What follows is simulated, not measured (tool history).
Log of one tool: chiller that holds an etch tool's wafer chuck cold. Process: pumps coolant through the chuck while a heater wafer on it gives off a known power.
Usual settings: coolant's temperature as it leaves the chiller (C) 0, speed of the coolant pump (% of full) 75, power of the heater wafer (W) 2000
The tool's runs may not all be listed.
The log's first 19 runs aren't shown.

run     day  coolant's temperature as it leaves the chiller (C)  speed of the coolant pump (% of full)  power of the heater wafer (W)  hours since the coolant was changed and the channels were flushed  hours since the pump was overhauled  hours since the chiller's thermometer was calibrated  chuck's temperature once it has settled (C)  how much warmer the coolant comes back (C)
 20  58.133                                                   2                                     73                           1333                                                               1394                                 1535                                                   774                                         11.8                                        3.64
 21  61.658                                                   0                                     75                           1087                                                               1479                                 1619                                                   858                                          7.8                                        2.89
 22  65.533                                                   0                                     75                           1087                                                               1572                                 1712                                                   951                                          7.7                                        2.85
 23  68.167                                                   0                                     75                           1087                                                               1635                                 1775                                                  1014                                          7.8                                        2.81
 24  70.283                                                  -2                                     71                           1790                                                               1686                                 1826                                                  1065                                         11.6                                        4.89
 25   74.05                                                  -2                                     61                           1469                                                               1776                                 1917                                                  1156                                         10.2                                        4.72
 26  78.558                                                  -2                                     61                           1469                                                               1884                                 2025                                                  1264                                         10.3                                        4.68
 27  80.421                                                   1                                     75                           2000                                                               1929                                 2070                                                  1309                                         15.5                                        5.24
 28  83.642                                                   2                                     75                           2000                                                               2006                                 2147                                                  1386                                         16.4                                        5.22
 29  85.512                                                   4                                     96                           1577                                                               2051                                 2192                                                  1431                                         13.7                                        3.17

Run 30 comes next. What will it give?
 30  89.579                                                  -2                                     96                           1577                                                               2149                                 2289                                                  1528                                            ?                                           ?

{"run 30": {"chuck's temperature once it has settled (C)": 7.5, "how much warmer the coolant comes back (C)": 3.3}}
Without the tool's hidden state the same run would have given chuck's temperature once it has settled (C) 7.5, how much warmer the coolant comes back (C) 3.3.

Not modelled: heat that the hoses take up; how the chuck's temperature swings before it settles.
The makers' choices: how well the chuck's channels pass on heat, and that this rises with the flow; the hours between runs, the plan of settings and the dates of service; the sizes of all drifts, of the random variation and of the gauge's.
